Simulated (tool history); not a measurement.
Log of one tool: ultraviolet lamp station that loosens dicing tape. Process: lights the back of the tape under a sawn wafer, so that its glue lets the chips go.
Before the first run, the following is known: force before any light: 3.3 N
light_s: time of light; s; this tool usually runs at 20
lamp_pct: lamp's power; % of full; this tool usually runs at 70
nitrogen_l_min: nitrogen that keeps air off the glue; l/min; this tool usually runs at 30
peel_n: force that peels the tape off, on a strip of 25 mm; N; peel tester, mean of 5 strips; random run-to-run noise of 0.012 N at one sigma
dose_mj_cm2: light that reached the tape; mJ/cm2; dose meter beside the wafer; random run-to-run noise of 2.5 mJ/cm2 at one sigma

{"run": 1, "hour": 0.0, "light_s": 20, "lamp_pct": 70, "nitrogen_l_min": 30, "peel_n": 0.546, "dose_mj_cm2": 294}
{"run": 2, "hour": 85.5, "light_s": 20, "lamp_pct": 70, "nitrogen_l_min": 30, "peel_n": 0.535, "dose_mj_cm2": 294}
{"hour": 152.4, "done": "window cleaned of glue's vapour"}
{"run": 3, "hour": 183.6, "light_s": 20, "lamp_pct": 70, "nitrogen_l_min": 30, "peel_n": 0.561, "dose_mj_cm2": 294}
{"run": 4, "hour": 273.4, "light_s": 20, "lamp_pct": 70, "nitrogen_l_min": 30, "peel_n": 0.527, "dose_mj_cm2": 294}
{"run": 5, "hour": 325.6, "light_s": 20, "lamp_pct": 70, "nitrogen_l_min": 30, "peel_n": 0.56, "dose_mj_cm2": 294}
{"run": 6, "hour": 383.3, "light_s": 20, "lamp_pct": 70, "nitrogen_l_min": 30, "peel_n": 0.514, "dose_mj_cm2": 296}
{"run": 7, "hour": 440.4, "light_s": 11, "lamp_pct": 70, "nitrogen_l_min": 30, "peel_n": 1.043, "dose_mj_cm2": 160}
{"run": 8, "hour": 489.8, "light_s": 11, "lamp_pct": 70, "nitrogen_l_min": 30, "peel_n": 1.092, "dose_mj_cm2": 162}
{"run": 9, "hour": 533.3, "light_s": 20, "lamp_pct": 70, "nitrogen_l_min": 30, "peel_n": 0.528, "dose_mj_cm2": 295}
{"hour": 585.7, "done": "window cleaned of glue's vapour"}
{"run": 10, "hour": 629.5, "light_s": 20, "lamp_pct": 70, "nitrogen_l_min": 30, "peel_n": 0.531, "dose_mj_cm2": 290}
{"run": 11, "hour": 675.9, "light_s": 20, "lamp_pct": 70, "nitrogen_l_min": 30, "peel_n": 0.549, "dose_mj_cm2": 295}
{"run": 12, "hour": 753.7, "light_s": 20, "lamp_pct": 98, "nitrogen_l_min": 30, "peel_n": 0.359, "dose_mj_cm2": 416}
{"run": 13, "hour": 794.8, "light_s": 20, "lamp_pct": 98, "nitrogen_l_min": 30, "peel_n": 0.356, "dose_mj_cm2": 411}

Predict the results of run 14:
{"run": 14, "hour": 890.0, "light_s": 20, "lamp_pct": 98, "nitrogen_l_min": 30, "peel_n": "?", "dose_mj_cm2": "?"}

{"run 14": {"peel_n": 0.361, "dose_mj_cm2": 413}}
On a tool with no hidden condition, and with the same random variation, this run would have come out at peel_n 0.360 N, dose_mj_cm2 415 mJ/cm2.

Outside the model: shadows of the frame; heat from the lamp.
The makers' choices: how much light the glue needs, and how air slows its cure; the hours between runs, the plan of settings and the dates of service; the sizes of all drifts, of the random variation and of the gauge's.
